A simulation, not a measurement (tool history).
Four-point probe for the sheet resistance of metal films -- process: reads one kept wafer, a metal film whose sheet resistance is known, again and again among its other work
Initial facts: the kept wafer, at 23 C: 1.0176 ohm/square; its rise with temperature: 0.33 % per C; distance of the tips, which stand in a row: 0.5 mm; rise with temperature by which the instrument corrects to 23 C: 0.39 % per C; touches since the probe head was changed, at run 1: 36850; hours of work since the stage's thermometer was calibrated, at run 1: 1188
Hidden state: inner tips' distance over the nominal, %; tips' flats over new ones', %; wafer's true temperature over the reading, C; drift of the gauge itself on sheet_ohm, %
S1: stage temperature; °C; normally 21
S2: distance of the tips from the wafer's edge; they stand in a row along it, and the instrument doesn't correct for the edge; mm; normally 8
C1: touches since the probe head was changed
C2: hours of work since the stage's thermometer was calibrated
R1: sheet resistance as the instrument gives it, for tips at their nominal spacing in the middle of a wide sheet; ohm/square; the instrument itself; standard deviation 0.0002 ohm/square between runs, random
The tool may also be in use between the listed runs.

run	hour	S1	S2	C1	C2	R1
1	0.0	21	8	36850	1188	1.021006
2	55.6	21	8	37594	1217	1.020832
3	97.4	20	8	38155	1238	1.021346
4	171.6	18	8	39148	1276	1.022386
5	214.5	18	8	39723	1299	1.022594
6	291.5	21	8	40755	1338	1.021051
7	356.8	30	8	41630	1372	1.016664
8	391.0	21	8	42088	1390	1.020774
9	439.4	21	8	42736	1415	1.020950
10	476.2	21	8	43229	1434	1.020889
11	516.6	21	4	43770	1455	1.027318
12	564.1	21	8	44407	1479	1.020811
13	599.7	21	63	44883	1498	1.019152
14	664.5	21	63	45751	1531	1.018907
15	724.4	21	63	46554	1562	1.018674
16	759.0	21	9	47017	1580	1.020368
17	825.7	21	9	47910	1614	1.020364
18	893.2	21	8	48815	1649	1.020545
19	937.0	21	8	49401	1672	1.020743
20	1008.5	21	8	50360	1709	1.021074
21	1050.2	21	8	50918	1730	1.020515
22	1098.4	21	8	51564	1755	1.020721
23	1147.8	21	55	52226	1781	1.018459
24	1207.5	34	22	53025	1811	1.012331
25	1256.5	24	22	53682	1837	1.017771
26	1294.6	28	6	54192	1856	1.018311
27	1349.5	25	5	54928	1885	1.022079
28	1426.9	27	6	55964	1925	1.019102
29	1486.0	20	56	56756	1955	1.019556
30	1541.0	26	4	57493	1984	1.024567
31	1583.0	26	44	58055	2005	1.016281
32	1637.0	24	8	58779	2033	1.019372
33	1704.5	30	8	59684	2068	1.016348
34	1777.8	28	7	60665	2106	1.018327
35	1826.8	28	31	61322	2131	1.015041
36	1893.0	28	31	62208	2165	1.015415
37	1953.7	28	19	63022	2197	1.015394
38	2005.9	30	16	63722	2224	1.014210
39	2055.6	24	8	64387	2249	1.019058
40	2087.9	24	8	64820	2266	1.019281
41	2141.8	34	49	65541	2294	1.012272
# hour 2177.5: stage's thermometer calibrated
42	2202.7	29	8	66350	13	1.016863
43	2252.6	33	4	67020	39	1.021153
44	2324.7	33	4	67986	76	1.020928
45	2359.6	33	4	68453	94	1.020817
46	2428.6	33	4	69377	130	1.020674

Below are 3 alternative next runs, each starting from the tool's condition after run 46. Predict each:
A	2465.2	29	8	69868	149	?
B	2465.2	29	8	69868	149	?
C	2465.2	22	5	69868	149	?

run	R1
A	1.016587
B	1.016884
C	1.023483
Stripped of hidden state, with their random variation kept, the same runs would have yielded:
run	R1
A	1.016546
B	1.016844
C	1.023442
